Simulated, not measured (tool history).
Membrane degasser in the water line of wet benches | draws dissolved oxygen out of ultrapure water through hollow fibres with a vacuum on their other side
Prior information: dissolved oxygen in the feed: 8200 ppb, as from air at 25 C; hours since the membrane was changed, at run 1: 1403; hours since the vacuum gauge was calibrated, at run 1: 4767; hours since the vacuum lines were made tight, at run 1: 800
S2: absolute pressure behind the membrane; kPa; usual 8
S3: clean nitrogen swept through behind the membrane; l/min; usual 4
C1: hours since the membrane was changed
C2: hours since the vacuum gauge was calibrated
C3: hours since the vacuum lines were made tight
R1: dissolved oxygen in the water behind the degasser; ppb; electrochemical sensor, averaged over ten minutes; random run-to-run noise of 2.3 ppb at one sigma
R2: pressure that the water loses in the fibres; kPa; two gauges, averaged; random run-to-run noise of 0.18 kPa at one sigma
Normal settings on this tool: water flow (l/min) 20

{"run": 1, "hour": 0.0, "water flow (l/min)": 20, "S2": 8, "S3": 4, "C1": 1403, "C2": 4767, "C3": 800, "R1": 238.9, "R2": 31.35}
{"run": 2, "hour": 84.2, "water flow (l/min)": 20, "S2": 8, "S3": 4, "C1": 1487, "C2": 4851, "C3": 884, "R1": 236, "R2": 31.99}
{"run": 3, "hour": 179.4, "water flow (l/min)": 20, "S2": 8, "S3": 4, "C1": 1582, "C2": 4946, "C3": 979, "R1": 234, "R2": 31.64}
{"run": 4, "hour": 261.3, "water flow (l/min)": 20, "S2": 8, "S3": 4, "C1": 1664, "C2": 5028, "C3": 1061, "R1": 237.5, "R2": 32.02}
{"run": 5, "hour": 374.3, "water flow (l/min)": 20, "S2": 8, "S3": 4, "C1": 1777, "C2": 5141, "C3": 1174, "R1": 239.1, "R2": 32.08}
{"run": 6, "hour": 428.8, "water flow (l/min)": 20, "S2": 8, "S3": 4, "C1": 1832, "C2": 5196, "C3": 1229, "R1": 234.6, "R2": 31.88}
{"run": 7, "hour": 496.7, "water flow (l/min)": 20, "S2": 8, "S3": 4, "C1": 1899, "C2": 5264, "C3": 1297, "R1": 240.1, "R2": 31.84}
{"run": 8, "hour": 586.1, "water flow (l/min)": 20, "S2": 8, "S3": 4, "C1": 1989, "C2": 5353, "C3": 1386, "R1": 237.6, "R2": 31.8}
{"run": 9, "hour": 665.6, "water flow (l/min)": 17, "S2": 8, "S3": 4, "C1": 2068, "C2": 5433, "C3": 1466, "R1": 197.6, "R2": 27.06}
{"run": 10, "hour": 727.2, "water flow (l/min)": 26, "S2": 8, "S3": 4, "C1": 2130, "C2": 5494, "C3": 1527, "R1": 327, "R2": 41.71}
{"run": 11, "hour": 802.2, "water flow (l/min)": 17, "S2": 8, "S3": 4, "C1": 2205, "C2": 5569, "C3": 1602, "R1": 196.8, "R2": 27.26}
{"run": 12, "hour": 907.1, "water flow (l/min)": 17, "S2": 8, "S3": 6.14, "C1": 2310, "C2": 5674, "C3": 1707, "R1": 181.1, "R2": 27.14}
{"run": 13, "hour": 965.9, "water flow (l/min)": 17, "S2": 7.41, "S3": 6.14, "C1": 2369, "C2": 5733, "C3": 1766, "R1": 176.9, "R2": 27.14}
{"run": 14, "hour": 1049.9, "water flow (l/min)": 20, "S2": 8, "S3": 4, "C1": 2453, "C2": 5817, "C3": 1850, "R1": 247.8, "R2": 31.97}
{"run": 15, "hour": 1112.2, "water flow (l/min)": 20, "S2": 8, "S3": 4, "C1": 2515, "C2": 5879, "C3": 1912, "R1": 242.3, "R2": 32.11}
{"run": 16, "hour": 1194.7, "water flow (l/min)": 12, "S2": 8, "S3": 4, "C1": 2597, "C2": 5962, "C3": 1995, "R1": 123.6, "R2": 18.88}
{"run": 17, "hour": 1299.0, "water flow (l/min)": 12, "S2": 8, "S3": 4.3, "C1": 2702, "C2": 6066, "C3": 2099, "R1": 123.2, "R2": 19.38}
{"run": 18, "hour": 1353.9, "water flow (l/min)": 22, "S2": 5.42, "S3": 4.24, "C1": 2757, "C2": 6121, "C3": 2154, "R1": 246.1, "R2": 35}
{"run": 19, "hour": 1475.6, "water flow (l/min)": 22, "S2": 5.42, "S3": 4.24, "C1": 2878, "C2": 6243, "C3": 2276, "R1": 241, "R2": 35.5}
{"run": 20, "hour": 1600.0, "water flow (l/min)": 20, "S2": 11.22, "S3": 4, "C1": 3003, "C2": 6367, "C3": 2400, "R1": 280.5, "R2": 31.47}
{"run": 21, "hour": 1665.9, "water flow (l/min)": 20, "S2": 5.01, "S3": 3.67, "C1": 3069, "C2": 6433, "C3": 2466, "R1": 215.6, "R2": 32.45}
{"run": 22, "hour": 1739.2, "water flow (l/min)": 14, "S2": 5.12, "S3": 2.39, "C1": 3142, "C2": 6506, "C3": 2539, "R1": 141.1, "R2": 22.33}
{"run": 23, "hour": 1795.3, "water flow (l/min)": 14, "S2": 5.12, "S3": 2.39, "C1": 3198, "C2": 6562, "C3": 2595, "R1": 143.6, "R2": 22.41}
{"run": 24, "hour": 1904.8, "water flow (l/min)": 14, "S2": 5.12, "S3": 8.35, "C1": 3307, "C2": 6672, "C3": 2705, "R1": 122.4, "R2": 22.61}
{"run": 25, "hour": 1994.8, "water flow (l/min)": 14, "S2": 5.12, "S3": 8.35, "C1": 3398, "C2": 6762, "C3": 2795, "R1": 123.2, "R2": 22.5}
{"run": 26, "hour": 2067.9, "water flow (l/min)": 14, "S2": 5.46, "S3": 8.35, "C1": 3471, "C2": 6835, "C3": 2868, "R1": 124.2, "R2": 22.73}
{"run": 27, "hour": 2128.4, "water flow (l/min)": 22, "S2": 5.46, "S3": 2.11, "C1": 3531, "C2": 6895, "C3": 2928, "R1": 277.3, "R2": 35.35}
{"run": 28, "hour": 2244.7, "water flow (l/min)": 22, "S2": 5.46, "S3": 2.11, "C1": 3647, "C2": 7012, "C3": 3045, "R1": 272.4, "R2": 35.45}
{"run": 29, "hour": 2349.0, "water flow (l/min)": 20, "S2": 5.05, "S3": 2.51, "C1": 3752, "C2": 7116, "C3": 3149, "R1": 226.2, "R2": 32.25}
{"run": 30, "hour": 2460.0, "water flow (l/min)": 16, "S2": 6.36, "S3": 4, "C1": 3863, "C2": 7227, "C3": 3260, "R1": 171.7, "R2": 25.88}
{"run": 31, "hour": 2522.5, "water flow (l/min)": 29, "S2": 13.14, "S3": 7.2, "C1": 3925, "C2": 7290, "C3": 3323, "R1": 395.9, "R2": 46.57}
{"run": 32, "hour": 2604.2, "water flow (l/min)": 18, "S2": 11.61, "S3": 7.2, "C1": 4007, "C2": 7371, "C3": 3404, "R1": 220.6, "R2": 28.98}
{"run": 33, "hour": 2668.3, "water flow (l/min)": 12, "S2": 11.61, "S3": 1.97, "C1": 4071, "C2": 7435, "C3": 3468, "R1": 214.9, "R2": 19.42}

Consider 3 possible next runs. They are alternatives, not a sequence: every one starts from the tool as it was left by run 33. What does each give?
{"run": "A", "hour": 2752.4, "water flow (l/min)": 22, "S2": 6.11, "S3": 4.4, "C1": 4155, "C2": 7520, "C3": 3553, "R1": "?", "R2": "?"}
{"run": "B", "hour": 2752.4, "water flow (l/min)": 12, "S2": 5.89, "S3": 1.97, "C1": 4155, "C2": 7520, "C3": 3553, "R1": "?", "R2": "?"}
{"run": "C", "hour": 2752.4, "water flow (l/min)": 29, "S2": 5.25, "S3": 4, "C1": 4155, "C2": 7520, "C3": 3553, "R1": "?", "R2": "?"}

run=A R1=258.4 R2=35.54
run=B R1=133.3 R2=19.38
run=C R1=349.2 R2=46.79
The same runs, with their run-to-run variation unchanged, on a tool lacking any hidden condition would have given:
run=A R1=235.2 R2=34.66
run=B R1=118.5 R2=18.9
run=C R1=319.3 R2=45.62
